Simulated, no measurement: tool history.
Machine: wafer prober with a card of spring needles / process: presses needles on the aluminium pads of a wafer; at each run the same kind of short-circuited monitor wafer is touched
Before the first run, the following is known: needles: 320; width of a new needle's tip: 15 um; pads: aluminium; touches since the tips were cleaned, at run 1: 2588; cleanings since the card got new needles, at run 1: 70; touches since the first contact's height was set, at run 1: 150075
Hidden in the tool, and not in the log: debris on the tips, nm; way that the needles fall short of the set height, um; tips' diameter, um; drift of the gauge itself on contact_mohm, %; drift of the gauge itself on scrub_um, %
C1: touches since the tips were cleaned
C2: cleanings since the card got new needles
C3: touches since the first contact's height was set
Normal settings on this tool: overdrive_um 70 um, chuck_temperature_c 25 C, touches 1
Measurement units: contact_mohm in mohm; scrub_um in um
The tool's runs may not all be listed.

Run 1, hour 0.0: usual settings; C1 2588; C2 70; C3 150075. Result: contact_mohm 166 mohm, scrub_um 13.20 um.
At hour 4.5: tips cleaned on abrasive film.
At hour 15.7: tips cleaned on abrasive film.
At hour 24.6: tips cleaned on abrasive film.
At hour 35.8: tips cleaned on abrasive film.
At hour 47.0: tips cleaned on abrasive film.
Run 2, hour 47.7: usual settings but overdrive_um 85 um; C1 350; C2 75; C3 171212. Result: contact_mohm 140 mohm, scrub_um 16.12 um.
At hour 56.7: tips cleaned on abrasive film.
At hour 67.8: tips cleaned on abrasive film.
At hour 70.4: height of the first contact set anew.
Run 3, hour 71.2: usual settings but overdrive_um 85 um, chuck_temperature_c 54 C; C1 1382; C2 77; C3 391. Result: contact_mohm 155 mohm, scrub_um 15.85 um.
At hour 78.0: tips cleaned on abrasive film.
At hour 88.9: tips cleaned on abrasive film.
At hour 99.9: tips cleaned on abrasive film.
At hour 111.1: tips cleaned on abrasive film.
Run 4, hour 114.5: usual settings; C1 1544; C2 81; C3 19588. Result: contact_mohm 164 mohm, scrub_um 12.81 um.
At hour 121.3: tips cleaned on abrasive film.
At hour 132.4: tips cleaned on abrasive film.
At hour 143.4: tips cleaned on abrasive film.
At hour 152.4: tips cleaned on abrasive film.
Run 5, hour 156.8: usual settings but overdrive_um 51 um; C1 1991; C2 85; C3 38318. Result: contact_mohm 196 mohm, scrub_um 9.09 um.
At hour 161.3: tips cleaned on abrasive film.
At hour 170.3: tips cleaned on abrasive film.
At hour 172.8: height of the first contact set anew, once more.
At hour 181.7: tips cleaned on abrasive film.
Run 6, hour 182.8: usual settings but overdrive_um 51 um; C1 470; C2 88; C3 4429. Result: contact_mohm 157 mohm, scrub_um 9.98 um.
At hour 191.7: tips cleaned on abrasive film.
At hour 200.7: tips cleaned on abrasive film.
At hour 209.6: tips cleaned on abrasive film.
At hour 219.5: tips cleaned on abrasive film.
Run 7, hour 219.5: usual settings but overdrive_um 51 um; C1 0; C2 92; C3 20686. Result: contact_mohm 141 mohm, scrub_um 9.89 um.
At hour 230.7: tips cleaned on abrasive film.
At hour 239.6: tips cleaned on abrasive film.
Run 8, hour 246.1: usual settings but overdrive_um 68 um; C1 2900; C2 94; C3 32494. Result: contact_mohm 170 mohm, scrub_um 13.12 um.
At hour 250.6: tips cleaned on abrasive film.
At hour 261.8: tips cleaned on abrasive film.
At hour 272.8: tips cleaned on abrasive film.
Run 9, hour 279.3: usual settings but overdrive_um 76 um; C1 2895; C2 97; C3 47203. Result: contact_mohm 167 mohm, scrub_um 14.71 um.
At hour 283.8: tips cleaned on abrasive film.
At hour 295.0: tips cleaned on abrasive film.
At hour 306.1: tips cleaned on abrasive film.
At hour 316.9: tips cleaned on abrasive film.
Run 10, hour 324.7: usual settings but overdrive_um 76 um; C1 3502; C2 101; C3 67364. Result: contact_mohm 170 mohm, scrub_um 14.63 um.
At hour 327.0: tips cleaned on abrasive film.
At hour 338.2: tips cleaned on abrasive film.
At hour 349.2: tips cleaned on abrasive film.
Run 11, hour 349.7: usual settings; C1 221; C2 104; C3 78414. Result: contact_mohm 143 mohm, scrub_um 13.44 um.
At hour 358.5: tips cleaned on abrasive film.
At hour 369.6: tips cleaned on abrasive film.
At hour 380.8: tips cleaned on abrasive film.
Run 12, hour 381.1: usual settings; C1 175; C2 107; C3 92334. Result: contact_mohm 141 mohm, scrub_um 13.43 um.
At hour 390.1: tips cleaned on abrasive film.
At hour 401.2: tips cleaned on abrasive film.
At hour 411.9: tips cleaned on abrasive film.
Run 13, hour 411.9: usual settings; C1 0; C2 110; C3 105976. Result: contact_mohm 141 mohm, scrub_um 13.34 um.
At hour 422.9: tips cleaned on abrasive film.
At hour 431.9: tips cleaned on abrasive film.
At hour 443.0: tips cleaned on abrasive film.
Run 14, hour 444.0: usual settings but overdrive_um 51 um; C1 409; C2 113; C3 120167. Result: contact_mohm 155 mohm, scrub_um 9.56 um.
At hour 452.9: tips cleaned on abrasive film.
At hour 461.9: tips cleaned on abrasive film.
Run 15, hour 470.4: usual settings but chuck_temperature_c 58 C, touches 2; C1 3835; C2 115; C3 131922. Result: contact_mohm 164 mohm, scrub_um 13.24 um.
At hour 472.7: tips cleaned on abrasive film.
At hour 483.9: tips cleaned on abrasive film.
At hour 495.1: tips cleaned on abrasive film.
At hour 506.0: tips cleaned on abrasive film.
Run 16, hour 506.2: usual settings but chuck_temperature_c 58 C, touches 2; C1 56; C2 119; C3 147728. Result: contact_mohm 138 mohm, scrub_um 13.29 um.
At hour 515.1: tips cleaned on abrasive film.
At hour 524.0: tips cleaned on abrasive film.
Run 17, hour 530.0: usual settings but overdrive_um 64 um, chuck_temperature_c 28 C, touches 2; C1 2661; C2 121; C3 158306. Result: contact_mohm 166 mohm, scrub_um 11.95 um.
At hour 534.5: tips cleaned on abrasive film.
At hour 545.7: tips cleaned on abrasive film.
At hour 556.7: tips cleaned on abrasive film.
Run 18, hour 559.3: usual settings but overdrive_um 53 um, chuck_temperature_c 28 C, touches 2; C1 1156; C2 124; C3 171263. Result: contact_mohm 164 mohm, scrub_um 9.86 um.
At hour 566.0: tips cleaned on abrasive film.
At hour 576.8: tips cleaned on abrasive film.
At hour 581.5: height of the first contact set anew.
At hour 586.0: tips cleaned on abrasive film.
At hour 597.2: tips cleaned on abrasive film.
At hour 606.1: tips cleaned on abrasive film.
Run 19, hour 609.1: usual settings but overdrive_um 53 um, chuck_temperature_c 28 C, touches 2; C1 1344; C2 129; C3 12223. Result: contact_mohm 166 mohm, scrub_um 10.29 um.
At hour 615.9: tips cleaned on abrasive film.
At hour 627.0: tips cleaned on abrasive film.
At hour 638.0: tips cleaned on abrasive film.
At hour 649.0: tips cleaned on abrasive film.
Run 20, hour 649.8: usual settings but overdrive_um 79 um, chuck_temperature_c 37 C; C1 391; C2 133; C3 30257. Result: contact_mohm 143 mohm, scrub_um 15.30 um.
At hour 658.8: tips cleaned on abrasive film.
At hour 669.9: tips cleaned on abrasive film.
At hour 678.9: tips cleaned on abrasive film.
At hour 690.1: tips cleaned on abrasive film.
Run 21, hour 691.7: usual settings but overdrive_um 89 um, chuck_temperature_c 62 C, touches 2; C1 726; C2 137; C3 48797. Result: contact_mohm 143 mohm, scrub_um 17.20 um.
At hour 700.6: tips cleaned on abrasive film.
At hour 709.6: tips cleaned on abrasive film.
At hour 720.6: tips cleaned on abrasive film.
At hour 729.6: tips cleaned on abrasive film.
At hour 740.0: tips cleaned on abrasive film.
Run 22, hour 740.0: usual settings but chuck_temperature_c 32 C, touches 2; C1 0; C2 142; C3 70184. Result: contact_mohm 137 mohm, scrub_um 13.47 um.
At hour 751.1: tips cleaned on abrasive film.
At hour 762.1: tips cleaned on abrasive film.
At hour 773.1: tips cleaned on abrasive film.
Run 23, hour 774.9: usual settings but chuck_temperature_c 32 C, touches 2; C1 821; C2 145; C3 85678. Result: contact_mohm 147 mohm, scrub_um 13.35 um.
At hour 783.8: tips cleaned on abrasive film.
At hour 795.0: tips cleaned on abrasive film.
At hour 806.0: tips cleaned on abrasive film.
At hour 817.0: tips cleaned on abrasive film.
Run 24, hour 820.6: usual settings but overdrive_um 54 um, chuck_temperature_c 32 C, touches 2; C1 1602; C2 149; C3 105953. Result: contact_mohm 165 mohm, scrub_um 10.24 um.
At hour 827.4: tips cleaned on abrasive film.
At hour 838.4: tips cleaned on abrasive film.
At hour 849.3: tips cleaned on abrasive film.
Run 25, hour 854.5: usual settings but overdrive_um 88 um; C1 2332; C2 152; C3 120976. Result: contact_mohm 157 mohm, scrub_um 16.87 um.
At hour 858.8: tips cleaned on abrasive film.
At hour 867.8: tips cleaned on abrasive film.
At hour 877.7: tips cleaned on abrasive film.
Run 26, hour 877.7: usual settings but overdrive_um 88 um, touches 2; C1 0; C2 155; C3 131243. Result: contact_mohm 131 mohm, scrub_um 16.87 um.

What if the next run were any one of these 4? Each begins from the tool's condition after run 26:
At hour 886.7: tips cleaned on abrasive film.
At hour 897.7: tips cleaned on abrasive film.
Run A, hour 900.2: usual settings but overdrive_um 51 um, chuck_temperature_c 46 C; C1 1091; C2 157; C3 141183. Result: contact_mohm ?, scrub_um ?.
At hour 886.7: tips cleaned on abrasive film.
At hour 897.7: tips cleaned on abrasive film.
Run B, hour 900.2: usual settings but overdrive_um 83 um, touches 2; C1 1091; C2 157; C3 141183. Result: contact_mohm ?, scrub_um ?.
At hour 886.7: tips cleaned on abrasive film.
At hour 897.7: tips cleaned on abrasive film.
Run C, hour 900.2: usual settings but overdrive_um 88 um, chuck_temperature_c 27 C, touches 2; C1 1091; C2 157; C3 141183. Result: contact_mohm ?, scrub_um ?.
At hour 886.7: tips cleaned on abrasive film.
At hour 897.7: tips cleaned on abrasive film.
Run D, hour 900.2: usual settings but overdrive_um 83 um, chuck_temperature_c 47 C; C1 1091; C2 157; C3 141183. Result: contact_mohm ?, scrub_um ?.

run  contact_mohm  scrub_um
  A           182      9.60
  B           142     15.73
  C           142     16.80
  D           152     15.75
With no hidden state in the tool, these same runs would have given:
run  contact_mohm  scrub_um
  A           139     10.02
  B           130     16.15
  C           131     17.22
  D           133     16.16
